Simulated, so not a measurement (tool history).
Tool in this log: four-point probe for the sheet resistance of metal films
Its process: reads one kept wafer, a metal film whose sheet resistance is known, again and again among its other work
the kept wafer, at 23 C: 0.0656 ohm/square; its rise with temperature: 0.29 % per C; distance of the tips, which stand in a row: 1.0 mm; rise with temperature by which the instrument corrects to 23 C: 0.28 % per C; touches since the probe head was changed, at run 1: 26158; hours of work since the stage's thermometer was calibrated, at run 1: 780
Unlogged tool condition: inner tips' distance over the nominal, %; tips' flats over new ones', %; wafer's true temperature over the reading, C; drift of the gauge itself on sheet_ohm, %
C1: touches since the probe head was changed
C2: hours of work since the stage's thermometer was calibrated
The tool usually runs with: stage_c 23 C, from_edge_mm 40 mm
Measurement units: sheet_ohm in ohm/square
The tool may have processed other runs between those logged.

run 1 hour=0 | stage_c=23 from_edge_mm=40 | C1=26158 C2=780 | sheet_ohm=0.065852
run 2 hour=127.5 | stage_c=23 from_edge_mm=5 | C1=28421 C2=876 | sheet_ohm=0.06722
run 3 hour=234.3 | stage_c=23 from_edge_mm=5 | C1=30316 C2=956 | sheet_ohm=0.067247
run 4 hour=317.9 | stage_c=23 from_edge_mm=7 | C1=31801 C2=1019 | sheet_ohm=0.066584
run 5 hour=389.3 | stage_c=23 from_edge_mm=7 | C1=33067 C2=1072 | sheet_ohm=0.066555
run 6 hour=462.1 | stage_c=23 from_edge_mm=7 | C1=34359 C2=1127 | sheet_ohm=0.06656
run 7 hour=583.5 | stage_c=23 from_edge_mm=7 | C1=36514 C2=1218 | sheet_ohm=0.066587
run 8 hour=640 | stage_c=23 from_edge_mm=7 | C1=37517 C2=1260 | sheet_ohm=0.066541
run 9 hour=725.3 | stage_c=23 from_edge_mm=7 | C1=39031 C2=1324 | sheet_ohm=0.066567
run 10 hour=812.9 | stage_c=23 from_edge_mm=7 | C1=40586 C2=1390 | sheet_ohm=0.066536
run 11 hour=884.6 | stage_c=25 from_edge_mm=40 | C1=41859 C2=1444 | sheet_ohm=0.065886
run 12 hour=943.8 | stage_c=25 from_edge_mm=40 | C1=42910 C2=1488 | sheet_ohm=0.065883
run 13 hour=1006.1 | stage_c=25 from_edge_mm=40 | C1=44014 C2=1535 | sheet_ohm=0.06588
run 14 hour=1082.8 | stage_c=25 from_edge_mm=40 | C1=45376 C2=1592 | sheet_ohm=0.06588
run 15 hour=1138.6 | stage_c=25 from_edge_mm=40 | C1=46366 C2=1634 | sheet_ohm=0.065852
run 16 hour=1233.9 | stage_c=24 from_edge_mm=12 | C1=48058 C2=1706 | sheet_ohm=0.066104
run 17 hour=1330.2 | stage_c=25 from_edge_mm=40 | C1=49767 C2=1778 | sheet_ohm=0.06588
run 18 hour=1460.3 | stage_c=25 from_edge_mm=40 | C1=52077 C2=1875 | sheet_ohm=0.065883
run 19 hour=1575 | stage_c=19 from_edge_mm=4 | C1=54112 C2=1961 | sheet_ohm=0.067985
run 20 hour=1651.6 | stage_c=23 from_edge_mm=3 | C1=55471 C2=2019 | sheet_ohm=0.06957
run 21 hour=1736.5 | stage_c=33 from_edge_mm=4 | C1=56979 C2=2082 | sheet_ohm=0.068068
run 22 hour=1797.3 | stage_c=35 from_edge_mm=6 | C1=58058 C2=2128 | sheet_ohm=0.066894
-- hour=1856 stage's thermometer calibrated
run 23 hour=1857.9 | stage_c=21 from_edge_mm=40 | C1=59125 C2=1 | sheet_ohm=0.065949
run 24 hour=1934.9 | stage_c=21 from_edge_mm=40 | C1=60491 C2=59 | sheet_ohm=0.065979
run 25 hour=2006 | stage_c=21 from_edge_mm=40 | C1=61752 C2=112 | sheet_ohm=0.065961
run 26 hour=2087.6 | stage_c=29 from_edge_mm=3 | C1=63202 C2=174 | sheet_ohm=0.06971
run 27 hour=2168.7 | stage_c=23 from_edge_mm=26 | C1=64640 C2=234 | sheet_ohm=0.066
run 28 hour=2237.9 | stage_c=23 from_edge_mm=26 | C1=65869 C2=286 | sheet_ohm=0.066002
run 29 hour=2342.9 | stage_c=23 from_edge_mm=26 | C1=67733 C2=365 | sheet_ohm=0.065994

What would each run have given without the hidden state, its run-to-run variation left as it was?
run=1 sheet_ohm=0.065605
run=2 sheet_ohm=0.066967
run=3 sheet_ohm=0.066994
run=4 sheet_ohm=0.066333
run=5 sheet_ohm=0.066304
run=6 sheet_ohm=0.066308
run=7 sheet_ohm=0.066334
run=8 sheet_ohm=0.066288
run=9 sheet_ohm=0.066314
run=10 sheet_ohm=0.066282
run=11 sheet_ohm=0.065634
run=12 sheet_ohm=0.06563
run=13 sheet_ohm=0.065628
run=14 sheet_ohm=0.065628
run=15 sheet_ohm=0.065599
run=16 sheet_ohm=0.06585
run=17 sheet_ohm=0.065626
run=18 sheet_ohm=0.065627
run=19 sheet_ohm=0.067723
run=20 sheet_ohm=0.069301
run=21 sheet_ohm=0.067802
run=22 sheet_ohm=0.06663
run=23 sheet_ohm=0.065603
run=24 sheet_ohm=0.065632
run=25 sheet_ohm=0.065614
run=26 sheet_ohm=0.069344
run=27 sheet_ohm=0.065652
run=28 sheet_ohm=0.065654
run=29 sheet_ohm=0.065646
